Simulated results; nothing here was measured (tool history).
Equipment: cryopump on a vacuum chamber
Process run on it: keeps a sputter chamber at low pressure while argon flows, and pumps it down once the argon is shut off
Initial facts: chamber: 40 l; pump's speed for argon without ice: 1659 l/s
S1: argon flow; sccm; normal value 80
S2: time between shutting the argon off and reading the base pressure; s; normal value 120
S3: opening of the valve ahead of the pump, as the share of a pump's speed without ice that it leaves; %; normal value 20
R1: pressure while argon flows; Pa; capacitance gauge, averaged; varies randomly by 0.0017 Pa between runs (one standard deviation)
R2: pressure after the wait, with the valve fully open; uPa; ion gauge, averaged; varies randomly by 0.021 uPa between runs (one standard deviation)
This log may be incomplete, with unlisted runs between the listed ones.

run	day	S1	S2	S3	R1	R2
1	0	80	120	20	0.421	0.57
2	1.558	80	120	20	0.4214	0.6
3	2.354	80	39	20	0.4243	0.93
4	3.962	80	120	20	0.4178	0.65
5	5.875	80	120	20	0.4249	0.71
6	6.833	80	120	20	0.4241	0.7
7	7.792	80	278	20	0.426	0.67
8	8.938	80	278	32	0.2728	0.67
# day 10.292: pump warmed up, emptied and cooled again
9	10.962	80	120	20	0.4096	0.73
10	11.921	80	120	20	0.4109	0.72
11	13.771	80	120	20	0.4124	0.76
12	14.758	80	120	20	0.411	0.76
13	15.967	80	120	20	0.4092	0.84
14	16.929	80	120	20	0.4109	0.79
15	18.146	43	93	58	0.0785	0.88
16	20.017	81	66	58	0.1484	1.08
17	21.238	81	66	58	0.1486	1.07
18	22.358	40	66	58	0.074	1.08
19	24.321	124	117	29	0.4482	1.04
20	26.275	114	114	18	0.6576	1.1
21	27.233	114	114	45	0.2742	1.12
22	28.375	90	142	37	0.2614	1.05
23	29.417	69	51	20	0.3637	1.37
24	30.254	80	134	26	0.3263	1.17
25	31.5	151	211	60	0.2814	1.15
26	32.5	143	133	18	0.8356	1.23

For each run, the measured value with the value that run would have given without the tool's hidden condition subtracted. The run-to-run variation is shared by both, the gauge scatter possibly not:
Hidden conditions of the tool in this case: pump's speed, % of a pump's without ice; cold plate's temperature, K; leak into the chamber, uPa l/s; drift of the gauge itself on working_pa, %; drift of the gauge itself on base_upa, %.
run	R1	R2
1	+0.0136	+0.21
2	+0.0146	+0.26
3	+0.0151	+0.27
4	+0.0159	+0.32
5	+0.0174	+0.36
6	+0.0179	+0.38
7	+0.0187	+0.42
8	+0.0194	+0.42
9	+0.0021	+0.36
10	+0.0025	+0.38
11	+0.0035	+0.41
12	+0.0039	+0.45
13	+0.0046	+0.46
14	+0.005	+0.49
15	+0.003	+0.53
16	+0.0067	+0.58
17	+0.0074	+0.61
18	+0.0039	+0.62
19	+0.0138	+0.68
20	+0.0142	+0.72
21	+0.0151	+0.75
22	+0.0127	+0.75
23	+0.0102	+0.8
24	+0.0123	+0.85
25	+0.0249	+0.87
26	+0.0246	+0.88
